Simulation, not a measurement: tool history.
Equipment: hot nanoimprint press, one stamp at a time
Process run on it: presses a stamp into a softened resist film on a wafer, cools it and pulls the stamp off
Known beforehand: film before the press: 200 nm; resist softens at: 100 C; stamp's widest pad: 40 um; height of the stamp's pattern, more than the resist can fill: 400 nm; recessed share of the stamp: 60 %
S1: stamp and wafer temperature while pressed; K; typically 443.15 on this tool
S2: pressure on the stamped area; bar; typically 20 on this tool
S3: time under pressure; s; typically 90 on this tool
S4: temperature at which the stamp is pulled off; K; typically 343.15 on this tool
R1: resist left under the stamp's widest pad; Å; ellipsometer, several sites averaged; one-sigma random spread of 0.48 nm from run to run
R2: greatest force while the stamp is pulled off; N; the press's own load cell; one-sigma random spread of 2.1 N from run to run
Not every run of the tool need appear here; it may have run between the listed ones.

run 1 hour=0 | S1=443.15 S2=20 S3=90 S4=343.15 | R1=858 R2=89
run 2 hour=30.8 | S1=443.15 S2=20 S3=90 S4=343.15 | R1=856 R2=93
run 3 hour=56.2 | S1=443.15 S2=20 S3=90 S4=343.15 | R1=853 R2=88
run 4 hour=90.6 | S1=443.15 S2=20 S3=90 S4=343.15 | R1=850 R2=92
run 5 hour=132 | S1=443.15 S2=20 S3=48 S4=343.15 | R1=1071 R2=92
run 6 hour=157.3 | S1=443.15 S2=20 S3=90 S4=339.15 | R1=849 R2=97
run 7 hour=176.3 | S1=443.15 S2=14.2 S3=90 S4=343.15 | R1=994 R2=91
run 8 hour=216.2 | S1=443.15 S2=14.2 S3=90 S4=343.15 | R1=987 R2=93
run 9 hour=238.3 | S1=443.15 S2=14.2 S3=90 S4=343.15 | R1=990 R2=93
run 10 hour=268 | S1=443.15 S2=14.2 S3=90 S4=343.15 | R1=987 R2=93
run 11 hour=308.5 | S1=443.15 S2=23.6 S3=90 S4=343.15 | R1=780 R2=94
run 12 hour=345.4 | S1=443.15 S2=23.6 S3=90 S4=343.15 | R1=781 R2=92
run 13 hour=376.4 | S1=443.15 S2=20 S3=111 S4=343.15 | R1=776 R2=94
run 14 hour=403.7 | S1=443.15 S2=20 S3=111 S4=343.15 | R1=777 R2=93
run 15 hour=435.3 | S1=434.15 S2=20 S3=90 S4=343.15 | R1=1122 R2=96
run 16 hour=477.4 | S1=434.15 S2=20 S3=90 S4=343.15 | R1=1113 R2=92
run 17 hour=518.8 | S1=436.15 S2=17.7 S3=108 S4=339.15 | R1=1038 R2=94
run 18 hour=559 | S1=443.15 S2=20.4 S3=76 S4=349.15 | R1=876 R2=88
run 19 hour=580.1 | S1=443.15 S2=23.4 S3=96 S4=349.15 | R1=772 R2=88
run 20 hour=612.3 | S1=443.15 S2=23.4 S3=96 S4=349.15 | R1=773 R2=82
run 21 hour=651.2 | S1=441.15 S2=28.7 S3=145 S4=343.15 | R1=631 R2=90
run 22 hour=684.5 | S1=440.15 S2=26.1 S3=90 S4=347.15 | R1=821 R2=91
run 23 hour=721 | S1=443.15 S2=26.6 S3=83 S4=343.15 | R1=764 R2=96
run 24 hour=751.5 | S1=443.15 S2=26.6 S3=83 S4=343.15 | R1=772 R2=98
run 25 hour=781.8 | S1=443.15 S2=20.3 S3=91 S4=343.15 | R1=835 R2=93
run 26 hour=803 | S1=452.15 S2=16.4 S3=153 S4=329.15 | R1=556 R2=107
run 27 hour=824.6 | S1=443.15 S2=20 S3=64 S4=345.15 | R1=960 R2=92
run 28 hour=863.6 | S1=443.15 S2=20 S3=53 S4=345.15 | R1=1022 R2=91
run 29 hour=888.8 | S1=433.15 S2=12.3 S3=84 S4=343.15 | R1=1389 R2=92

Between the runs listed above, the log contained 8 entries, not reproduced here. Where in the sequence does each belong, and how does what the log doesn't record of the tool's condition differ from the listed run before to the listed run after?
From run 3 to run 4: stamp cleaned and given a new release coat (hour 71.4)
  grip of the stamp's worn release coat, % over a new coat's: 0.7 -> 0.1; drift of the gauge itself on residual_nm, %: -0.29 -> -0.44
  what was measured, less what the result would be without the hidden state, R1: -2 -> -4 Å
From run 9 to run 10: stamp cleaned and given a new release coat (hour 257.9)
  grip of the stamp's worn release coat, % over a new coat's: 0.7 -> 0; drift of the gauge itself on residual_nm, %: -1.22 -> -1.34
  what was measured, less what the result would be without the hidden state, R1: -11 -> -13 Å
From run 15 to run 16: stamp cleaned and given a new release coat (hour 447.3); press's hydraulic seals changed and the load cell set to zero (hour 471.3)
  pressure that arrives at the usual setting, %: 99.93 -> 100; grip of the stamp's worn release coat, % over a new coat's: 0.7 -> 0.1; drift of the gauge itself on residual_nm, %: -2.22 -> -2.37
  what was measured, less what the result would be without the hidden state, R1: -25 -> -26 Å
From run 16 to run 17: plate thermocouple calibrated (hour 509.7)
  true temperature over the reading, C: -0.02 -> 0; grip of the stamp's worn release coat, % over a new coat's: 0.1 -> 0.2; drift of the gauge itself on residual_nm, %: -2.37 -> -2.57
  what was measured, less what the result would be without the hidden state, R1: -26 -> -27 Å
From run 18 to run 19: gauge calibrated (hour 565)
  grip of the stamp's worn release coat, % over a new coat's: 0.4 -> 0.5; drift of the gauge itself on residual_nm, %: -2.78 -> -0.08
  what was measured, less what the result would be without the hidden state, R1: -25 -> +0 Å
From run 20 to run 21: stamp cleaned and given a new release coat (hour 646.9)
  grip of the stamp's worn release coat, % over a new coat's: 0.6 -> 0; drift of the gauge itself on residual_nm, %: -0.25 -> -0.42
  what was measured, less what the result would be without the hidden state, R1: -2 -> -3 Å
From run 27 to run 28: stamp cleaned and given a new release coat (hour 833.6)
  grip of the stamp's worn release coat, % over a new coat's: 0.7 -> 0.1; drift of the gauge itself on residual_nm, %: -1.33 -> -1.5
  what was measured, less what the result would be without the hidden state, R1: -13 -> -15 Å
